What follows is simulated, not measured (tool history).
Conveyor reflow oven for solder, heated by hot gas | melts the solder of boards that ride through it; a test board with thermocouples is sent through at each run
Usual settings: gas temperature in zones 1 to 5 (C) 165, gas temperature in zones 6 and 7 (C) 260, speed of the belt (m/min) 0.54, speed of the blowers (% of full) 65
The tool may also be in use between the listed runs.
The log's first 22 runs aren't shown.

run	hour	gas temperature in zones 1 to 5 (C)	gas temperature in zones 6 and 7 (C)	speed of the belt (m/min)	speed of the blowers (% of full)	highest temperature of the board (C)	time above the solder's melting point (s)
23	325.5	150	260	0.621	65	228.4	19.4
24	336.7	150	260	0.621	65	228.6	19.4
25	353.2	173	252	0.635	52	222.9	12.1
26	370.8	173	267	0.635	84	245.6	42.8
27	389.6	170	267	0.635	63	237.5	34.1
28	408.7	165	256	0.48	65	239.7	48.9
29	417.2	165	270	0.518	65	248.6	53.5
30	432.5	171	260	0.54	67	240.5	45.4
31	451.8	165	260	0.449	65	244.8	59.5

Forecast each of these 4 alternatives for the next run:
A	469.7	165	272	0.54	57	?	?
B	469.7	165	252	0.54	65	?	?
C	469.7	165	255	0.54	87	?	?
D	469.7	161	267	0.619	65	?	?

run	highest temperature of the board (C)	time above the solder's melting point (s)
A	245.2	46.8
B	232.1	32.7
C	239.8	44.2
D	237	31.8
Without the tool's hidden state the same runs would have given:
run	highest temperature of the board (C)	time above the solder's melting point (s)
A	244.3	45.3
B	231.1	31
C	238.9	42.9
D	236.3	30.6

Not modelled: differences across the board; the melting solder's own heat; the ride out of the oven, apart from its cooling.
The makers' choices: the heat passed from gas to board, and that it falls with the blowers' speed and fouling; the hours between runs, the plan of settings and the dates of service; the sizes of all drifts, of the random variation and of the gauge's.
